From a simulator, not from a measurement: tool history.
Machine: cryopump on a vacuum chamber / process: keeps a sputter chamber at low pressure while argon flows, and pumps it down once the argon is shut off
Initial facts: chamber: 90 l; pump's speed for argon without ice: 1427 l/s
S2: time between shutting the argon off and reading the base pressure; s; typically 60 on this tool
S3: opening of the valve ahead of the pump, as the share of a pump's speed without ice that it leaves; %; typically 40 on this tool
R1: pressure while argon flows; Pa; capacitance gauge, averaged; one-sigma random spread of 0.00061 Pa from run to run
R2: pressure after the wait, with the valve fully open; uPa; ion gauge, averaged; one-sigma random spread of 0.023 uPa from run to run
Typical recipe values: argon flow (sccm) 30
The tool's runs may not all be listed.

run 1 hour=0.0 | argon_flow_(sccm)=30 S2=60 S3=40 | R1=0.0921 R2=1.26
run 2 hour=65.4 | argon_flow_(sccm)=30 S2=60 S3=40 | R1=0.0911 R2=1.25
run 3 hour=119.8 | argon_flow_(sccm)=30 S2=60 S3=40 | R1=0.0925 R2=1.28
run 4 hour=160.8 | argon_flow_(sccm)=30 S2=60 S3=40 | R1=0.0905 R2=1.27
run 5 hour=227.2 | argon_flow_(sccm)=30 S2=60 S3=40 | R1=0.0919 R2=1.32
run 6 hour=282.8 | argon_flow_(sccm)=30 S2=60 S3=40 | R1=0.0919 R2=1.30
run 7 hour=343.7 | argon_flow_(sccm)=30 S2=60 S3=40 | R1=0.0922 R2=1.32
run 8 hour=409.1 | argon_flow_(sccm)=30 S2=60 S3=40 | R1=0.0922 R2=1.31
run 9 hour=450.9 | argon_flow_(sccm)=30 S2=60 S3=40 | R1=0.0926 R2=1.35
run 10 hour=511.8 | argon_flow_(sccm)=30 S2=66 S3=40 | R1=0.0932 R2=1.31
run 11 hour=560.8 | argon_flow_(sccm)=22 S2=33 S3=18 | R1=0.1480 R2=1.77
run 12 hour=595.5 | argon_flow_(sccm)=23 S2=33 S3=18 | R1=0.1540 R2=1.79
run 13 hour=624.9 | argon_flow_(sccm)=37 S2=33 S3=21 | R1=0.2142 R2=1.76
run 14 hour=678.6 | argon_flow_(sccm)=30 S2=157 S3=39 | R1=0.0956 R2=1.06
run 15 hour=727.8 | argon_flow_(sccm)=30 S2=157 S3=39 | R1=0.0944 R2=1.09
run 16 hour=777.1 | argon_flow_(sccm)=13 S2=60 S3=16 | R1=0.0979 R2=1.46
run 17 hour=807.7 | argon_flow_(sccm)=22 S2=167 S3=56 | R1=0.0508 R2=1.14

Each row is a separate what-if for the run after 17, all from the same tool condition, not one after another. Results?
run A hour=870.8 | argon_flow_(sccm)=30 S2=60 S3=52 | R1=? R2=?
run B hour=870.8 | argon_flow_(sccm)=53 S2=60 S3=15 | R1=? R2=?
run C hour=870.8 | argon_flow_(sccm)=22 S2=29 S3=56 | R1=? R2=?
run D hour=870.8 | argon_flow_(sccm)=30 S2=60 S3=24 | R1=? R2=?
run E hour=870.8 | argon_flow_(sccm)=32 S2=46 S3=40 | R1=? R2=?

run=A R1=0.0736 R2=1.43
run=B R1=0.4294 R2=1.48
run=C R1=0.0503 R2=1.97
run=D R1=0.1512 R2=1.47
run=E R1=0.0987 R2=1.59
With the hidden condition removed and each run's random variation left untouched, the same runs would have given:
run=A R1=0.0689 R2=0.69
run=B R1=0.4209 R2=0.75
run=C R1=0.0468 R2=1.23
run=D R1=0.1464 R2=0.72
run=E R1=0.0937 R2=0.86
